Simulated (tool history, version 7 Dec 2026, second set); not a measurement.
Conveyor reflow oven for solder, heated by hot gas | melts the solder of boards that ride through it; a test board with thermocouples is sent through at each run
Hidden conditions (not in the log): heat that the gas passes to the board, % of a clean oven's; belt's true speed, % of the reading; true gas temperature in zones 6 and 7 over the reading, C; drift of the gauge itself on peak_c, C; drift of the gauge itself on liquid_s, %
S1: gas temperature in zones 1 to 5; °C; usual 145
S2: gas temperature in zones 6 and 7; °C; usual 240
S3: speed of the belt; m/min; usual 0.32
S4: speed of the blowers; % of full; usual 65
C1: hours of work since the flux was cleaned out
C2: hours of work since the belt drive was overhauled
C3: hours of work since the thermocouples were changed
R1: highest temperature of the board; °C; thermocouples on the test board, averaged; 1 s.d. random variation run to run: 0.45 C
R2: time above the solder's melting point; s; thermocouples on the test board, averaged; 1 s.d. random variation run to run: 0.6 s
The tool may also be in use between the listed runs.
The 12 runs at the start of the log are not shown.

| run | hour | S1 | S2 | S3 | S4 | C1 | C2 | C3 | R1 | R2 |
|---|---|---|---|---|---|---|---|---|---|---|
| 13 | 146.6 | 145 | 240 | 0.32 | 65 | 41 | 704 | 666 | 225.2 | 97.3 |
| 14 | 159.2 | 145 | 240 | 0.32 | 65 | 51 | 714 | 675 | 225.9 | 95.7 |
| 15 | 166.6 | 145 | 240 | 0.32 | 65 | 56 | 720 | 681 | 226.1 | 96 |
| 16 | 180.4 | 145 | 253 | 0.261 | 73 | 67 | 731 | 692 | 244.5 | 134.3 |
| 17 | 197.9 | 145 | 253 | 0.261 | 80 | 81 | 744 | 706 | 245.3 | 134.5 |
| 18 | 210.8 | 145 | 246 | 0.356 | 80 | 91 | 754 | 716 | 229.9 | 90.5 |
| 19 | 226.2 | 145 | 228 | 0.341 | 65 | 103 | 766 | 728 | 213.1 | 78.5 |
| 20 | 244.2 | 145 | 228 | 0.341 | 65 | 117 | 781 | 742 | 212.5 | 77.7 |
| 21 | 259.6 | 145 | 240 | 0.32 | 78 | 129 | 793 | 754 | 227.9 | 99.9 |
| 22 | 272.3 | 145 | 240 | 0.32 | 78 | 139 | 803 | 764 | 228 | 99.2 |
| 23 | 285.8 | 145 | 240 | 0.32 | 78 | 150 | 813 | 775 | 228.1 | 98.8 |
| 24 | 301.2 | 145 | 229 | 0.304 | 78 | 162 | 825 | 787 | 219 | 96.8 |
| 25 | 309.8 | 145 | 240 | 0.354 | 65 | 169 | 832 | 793 | 221.6 | 83.1 |
| 26 | 323.5 | 145 | 246 | 0.354 | 65 | 179 | 843 | 804 | 226.4 | 88.7 |
| 27 | 331.7 | 145 | 246 | 0.354 | 65 | 186 | 849 | 811 | 226.8 | 88 |
| 28 | 340.9 | 155 | 246 | 0.354 | 78 | 193 | 856 | 818 | 231.4 | 98.3 |
| 29 | 351.1 | 155 | 246 | 0.354 | 58 | 201 | 864 | 826 | 227 | 93.9 |
| 30 | 364.9 | 143 | 240 | 0.266 | 65 | 212 | 875 | 837 | 230.7 | 120.7 |

Each row is a separate what-if for the run after 30, all from the same tool condition, not one after another. Results?
| A | 379.7 | 145 | 240 | 0.35 | 65 | 223 | 887 | 848 | ? | ? |
| B | 379.7 | 145 | 253 | 0.32 | 62 | 223 | 887 | 848 | ? | ? |
| C | 379.7 | 131 | 240 | 0.294 | 65 | 223 | 887 | 848 | ? | ? |
| D | 379.7 | 147 | 240 | 0.332 | 65 | 223 | 887 | 848 | ? | ? |

| run | R1 | R2 |
|---|---|---|
| A | 221 | 84.4 |
| B | 235.2 | 105.4 |
| C | 225.9 | 98.5 |
| D | 224 | 93.8 |
With no hidden state in the tool, these same runs would have given:
| run | R1 | R2 |
|---|---|---|
| A | 219.9 | 82.6 |
| B | 233.9 | 103.3 |
| C | 224.6 | 96.4 |
| D | 222.7 | 91.8 |
